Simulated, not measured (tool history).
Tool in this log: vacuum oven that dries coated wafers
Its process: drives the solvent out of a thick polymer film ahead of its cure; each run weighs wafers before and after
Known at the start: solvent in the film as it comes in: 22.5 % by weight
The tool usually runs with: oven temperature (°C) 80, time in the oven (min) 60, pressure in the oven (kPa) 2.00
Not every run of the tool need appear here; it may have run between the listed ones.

{"run": 1, "hour": 0.0, "oven temperature (°C)": 80, "time in the oven (min)": 60, "pressure in the oven (kPa)": 2.0, "solvent left in the film (%)": 2.26}
{"run": 2, "hour": 10.4, "oven temperature (°C)": 80, "time in the oven (min)": 60, "pressure in the oven (kPa)": 1.94, "solvent left in the film (%)": 2.28}
{"run": 3, "hour": 25.8, "oven temperature (°C)": 80, "time in the oven (min)": 60, "pressure in the oven (kPa)": 1.94, "solvent left in the film (%)": 2.3}
{"run": 4, "hour": 35.4, "oven temperature (°C)": 80, "time in the oven (min)": 60, "pressure in the oven (kPa)": 2.0, "solvent left in the film (%)": 2.33}
{"run": 5, "hour": 47.0, "oven temperature (°C)": 80, "time in the oven (min)": 60, "pressure in the oven (kPa)": 2.0, "solvent left in the film (%)": 2.35}
{"run": 6, "hour": 58.5, "oven temperature (°C)": 80, "time in the oven (min)": 60, "pressure in the oven (kPa)": 2.0, "solvent left in the film (%)": 2.26}
{"run": 7, "hour": 64.9, "oven temperature (°C)": 80, "time in the oven (min)": 60, "pressure in the oven (kPa)": 2.0, "solvent left in the film (%)": 2.28}
{"run": 8, "hour": 77.5, "oven temperature (°C)": 80, "time in the oven (min)": 60, "pressure in the oven (kPa)": 2.0, "solvent left in the film (%)": 2.32}
{"run": 9, "hour": 92.5, "oven temperature (°C)": 80, "time in the oven (min)": 60, "pressure in the oven (kPa)": 2.0, "solvent left in the film (%)": 2.32}
{"run": 10, "hour": 105.1, "oven temperature (°C)": 73, "time in the oven (min)": 60, "pressure in the oven (kPa)": 2.0, "solvent left in the film (%)": 5.27}
{"run": 11, "hour": 113.4, "oven temperature (°C)": 80, "time in the oven (min)": 60, "pressure in the oven (kPa)": 2.0, "solvent left in the film (%)": 2.31}
{"run": 12, "hour": 123.3, "oven temperature (°C)": 80, "time in the oven (min)": 60, "pressure in the oven (kPa)": 2.0, "solvent left in the film (%)": 2.34}
{"run": 13, "hour": 129.9, "oven temperature (°C)": 80, "time in the oven (min)": 60, "pressure in the oven (kPa)": 2.0, "solvent left in the film (%)": 2.32}
{"run": 14, "hour": 143.0, "oven temperature (°C)": 73, "time in the oven (min)": 60, "pressure in the oven (kPa)": 2.0, "solvent left in the film (%)": 5.28}
{"run": 15, "hour": 152.6, "oven temperature (°C)": 73, "time in the oven (min)": 60, "pressure in the oven (kPa)": 2.0, "solvent left in the film (%)": 5.25}
{"run": 16, "hour": 160.9, "oven temperature (°C)": 80, "time in the oven (min)": 60, "pressure in the oven (kPa)": 2.0, "solvent left in the film (%)": 2.3}
{"run": 17, "hour": 175.9, "oven temperature (°C)": 80, "time in the oven (min)": 60, "pressure in the oven (kPa)": 2.0, "solvent left in the film (%)": 2.32}
{"run": 18, "hour": 184.2, "oven temperature (°C)": 80, "time in the oven (min)": 60, "pressure in the oven (kPa)": 2.0, "solvent left in the film (%)": 2.29}
{"run": 19, "hour": 192.5, "oven temperature (°C)": 80, "time in the oven (min)": 60, "pressure in the oven (kPa)": 3.42, "solvent left in the film (%)": 2.6}
{"run": 20, "hour": 199.0, "oven temperature (°C)": 80, "time in the oven (min)": 60, "pressure in the oven (kPa)": 3.42, "solvent left in the film (%)": 2.62}
{"run": 21, "hour": 212.8, "oven temperature (°C)": 80, "time in the oven (min)": 60, "pressure in the oven (kPa)": 3.42, "solvent left in the film (%)": 2.59}
{"run": 22, "hour": 225.7, "oven temperature (°C)": 80, "time in the oven (min)": 60, "pressure in the oven (kPa)": 2.36, "solvent left in the film (%)": 2.4}
{"run": 23, "hour": 236.6, "oven temperature (°C)": 80, "time in the oven (min)": 60, "pressure in the oven (kPa)": 2.36, "solvent left in the film (%)": 2.41}
{"run": 24, "hour": 248.9, "oven temperature (°C)": 80, "time in the oven (min)": 60, "pressure in the oven (kPa)": 2.36, "solvent left in the film (%)": 2.38}
{"run": 25, "hour": 261.3, "oven temperature (°C)": 80, "time in the oven (min)": 60, "pressure in the oven (kPa)": 2.36, "solvent left in the film (%)": 2.39}
{"run": 26, "hour": 274.5, "oven temperature (°C)": 92, "time in the oven (min)": 76, "pressure in the oven (kPa)": 2.23, "solvent left in the film (%)": 0.43}
{"run": 27, "hour": 282.6, "oven temperature (°C)": 86, "time in the oven (min)": 60, "pressure in the oven (kPa)": 2.0, "solvent left in the film (%)": 0.96}
{"run": 28, "hour": 290.8, "oven temperature (°C)": 86, "time in the oven (min)": 42, "pressure in the oven (kPa)": 7.28, "solvent left in the film (%)": 2.91}
{"run": 29, "hour": 300.2, "oven temperature (°C)": 80, "time in the oven (min)": 51, "pressure in the oven (kPa)": 1.51, "solvent left in the film (%)": 2.95}
{"run": 30, "hour": 309.1, "oven temperature (°C)": 80, "time in the oven (min)": 32, "pressure in the oven (kPa)": 2.0, "solvent left in the film (%)": 5.69}
{"run": 31, "hour": 316.9, "oven temperature (°C)": 80, "time in the oven (min)": 32, "pressure in the oven (kPa)": 2.0, "solvent left in the film (%)": 5.67}
{"run": 32, "hour": 323.3, "oven temperature (°C)": 80, "time in the oven (min)": 32, "pressure in the oven (kPa)": 6.25, "solvent left in the film (%)": 6.51}
{"run": 33, "hour": 333.8, "oven temperature (°C)": 80, "time in the oven (min)": 60, "pressure in the oven (kPa)": 2.07, "solvent left in the film (%)": 2.3}
{"run": 34, "hour": 347.3, "oven temperature (°C)": 68, "time in the oven (min)": 66, "pressure in the oven (kPa)": 5.17, "solvent left in the film (%)": 8.2}
{"run": 35, "hour": 361.7, "oven temperature (°C)": 93, "time in the oven (min)": 88, "pressure in the oven (kPa)": 6.89, "solvent left in the film (%)": 1.12}
{"hour": 367.4, "done": "oven's thermocouples calibrated"}
{"run": 36, "hour": 372.4, "oven temperature (°C)": 80, "time in the oven (min)": 85, "pressure in the oven (kPa)": 2.46, "solvent left in the film (%)": 1.5}
{"run": 37, "hour": 381.4, "oven temperature (°C)": 80, "time in the oven (min)": 44, "pressure in the oven (kPa)": 2.35, "solvent left in the film (%)": 4.28}
{"run": 38, "hour": 390.7, "oven temperature (°C)": 80, "time in the oven (min)": 44, "pressure in the oven (kPa)": 2.35, "solvent left in the film (%)": 4.26}

Some steps in solvent left in the film (%) between neighbouring runs. How much of each would the tool show without its hidden state too (settings, what came in, random variation), and how much is left for the hidden state, with any gauge scatter that isn't in both results?
Hidden state present: true wafer temperature over the reading, C; true pressure over the reading, kPa; drift of the gauge itself on solvent_pct, %.
Run 25 -> 26: oven temperature (°C) 80 -> 92, time in the oven (min) 60 -> 76, pressure in the oven (kPa) 2.36 -> 2.23. solvent left in the film (%) -1.96: hidden state +0.21, all else -2.17.
Run 32 -> 33: time in the oven (min) 32 -> 60, pressure in the oven (kPa) 6.25 -> 2.07. solvent left in the film (%) -4.21: hidden state +0.12, all else -4.33.
Run 33 -> 34: oven temperature (°C) 80 -> 68, time in the oven (min) 60 -> 66, pressure in the oven (kPa) 2.07 -> 5.17. solvent left in the film (%) +5.90: hidden state -0.15, all else +6.05.
Run 34 -> 35: oven temperature (°C) 68 -> 93, time in the oven (min) 66 -> 88, pressure in the oven (kPa) 5.17 -> 6.89. solvent left in the film (%) -7.08: hidden state +0.36, all else -7.44.
